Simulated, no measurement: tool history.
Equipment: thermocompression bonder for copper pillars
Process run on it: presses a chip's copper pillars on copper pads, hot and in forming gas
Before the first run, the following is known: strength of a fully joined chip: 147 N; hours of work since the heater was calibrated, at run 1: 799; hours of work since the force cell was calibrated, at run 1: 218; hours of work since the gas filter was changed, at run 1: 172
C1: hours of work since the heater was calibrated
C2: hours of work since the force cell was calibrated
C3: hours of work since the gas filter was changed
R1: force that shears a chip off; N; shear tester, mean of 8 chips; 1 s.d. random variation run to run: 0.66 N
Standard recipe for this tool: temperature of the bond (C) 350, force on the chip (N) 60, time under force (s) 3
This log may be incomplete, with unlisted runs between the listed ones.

run 1 hour=0 | temperature_of_the_bond_(C)=350 force_on_the_chip_(N)=60 time_under_force_(s)=3 | C1=799 C2=218 C3=172 | R1=92.2
run 2 hour=6.4 | temperature_of_the_bond_(C)=350 force_on_the_chip_(N)=60 time_under_force_(s)=8 | C1=803 C2=223 C3=177 | R1=113.5
run 3 hour=15 | temperature_of_the_bond_(C)=350 force_on_the_chip_(N)=60 time_under_force_(s)=8 | C1=810 C2=229 C3=183 | R1=114.5
run 4 hour=23.7 | temperature_of_the_bond_(C)=350 force_on_the_chip_(N)=60 time_under_force_(s)=3 | C1=816 C2=235 C3=189 | R1=90.5
run 5 hour=31.4 | temperature_of_the_bond_(C)=350 force_on_the_chip_(N)=60 time_under_force_(s)=3 | C1=821 C2=241 C3=195 | R1=89.4
run 6 hour=36.3 | temperature_of_the_bond_(C)=350 force_on_the_chip_(N)=60 time_under_force_(s)=3 | C1=825 C2=245 C3=199 | R1=90.3
run 7 hour=46.7 | temperature_of_the_bond_(C)=350 force_on_the_chip_(N)=60 time_under_force_(s)=3 | C1=833 C2=252 C3=206 | R1=90.3
run 8 hour=52.1 | temperature_of_the_bond_(C)=350 force_on_the_chip_(N)=60 time_under_force_(s)=3 | C1=837 C2=256 C3=210 | R1=89.8
run 9 hour=57.9 | temperature_of_the_bond_(C)=350 force_on_the_chip_(N)=60 time_under_force_(s)=3 | C1=841 C2=260 C3=214 | R1=90.4
-- hour=60.9 heater calibrated with a thermocouple chip
run 10 hour=64.9 | temperature_of_the_bond_(C)=346 force_on_the_chip_(N)=70 time_under_force_(s)=2 | C1=3 C2=264 C3=218 | R1=83.4
run 11 hour=70.8 | temperature_of_the_bond_(C)=363 force_on_the_chip_(N)=38 time_under_force_(s)=3 | C1=7 C2=268 C3=222 | R1=79.5
-- hour=79.4 heater calibrated with a thermocouple chip, once more
run 12 hour=82.3 | temperature_of_the_bond_(C)=348 force_on_the_chip_(N)=74 time_under_force_(s)=3 | C1=2 C2=275 C3=229 | R1=95.9
run 13 hour=90.3 | temperature_of_the_bond_(C)=348 force_on_the_chip_(N)=74 time_under_force_(s)=3 | C1=8 C2=281 C3=235 | R1=97
run 14 hour=95.1 | temperature_of_the_bond_(C)=372 force_on_the_chip_(N)=85 time_under_force_(s)=3 | C1=11 C2=284 C3=238 | R1=113.1
run 15 hour=103 | temperature_of_the_bond_(C)=350 force_on_the_chip_(N)=83 time_under_force_(s)=3 | C1=17 C2=290 C3=244 | R1=101.5
run 16 hour=111.4 | temperature_of_the_bond_(C)=348 force_on_the_chip_(N)=70 time_under_force_(s)=3 | C1=23 C2=296 C3=250 | R1=94.7
run 17 hour=117.4 | temperature_of_the_bond_(C)=348 force_on_the_chip_(N)=70 time_under_force_(s)=6 | C1=28 C2=300 C3=254 | R1=109.3
run 18 hour=123.3 | temperature_of_the_bond_(C)=348 force_on_the_chip_(N)=70 time_under_force_(s)=6 | C1=32 C2=305 C3=259 | R1=109.5

Consider 3 possible next runs. They are alternatives, not a sequence: every one starts from the tool as it was left by run 18. What does each give?
run A hour=130 | temperature_of_the_bond_(C)=346 force_on_the_chip_(N)=38 time_under_force_(s)=6 | C1=37 C2=309 C3=264 | R1=?
run B hour=130 | temperature_of_the_bond_(C)=348 force_on_the_chip_(N)=36 time_under_force_(s)=6 | C1=37 C2=309 C3=264 | R1=?
run C hour=130 | temperature_of_the_bond_(C)=334 force_on_the_chip_(N)=60 time_under_force_(s)=3 | C1=37 C2=309 C3=264 | R1=?

run=A R1=87
run=B R1=87.4
run=C R1=81.2
With the hidden condition removed and each run's random variation left untouched, the same runs would have given:
run=A R1=94.3
run=B R1=94.7
run=C R1=88

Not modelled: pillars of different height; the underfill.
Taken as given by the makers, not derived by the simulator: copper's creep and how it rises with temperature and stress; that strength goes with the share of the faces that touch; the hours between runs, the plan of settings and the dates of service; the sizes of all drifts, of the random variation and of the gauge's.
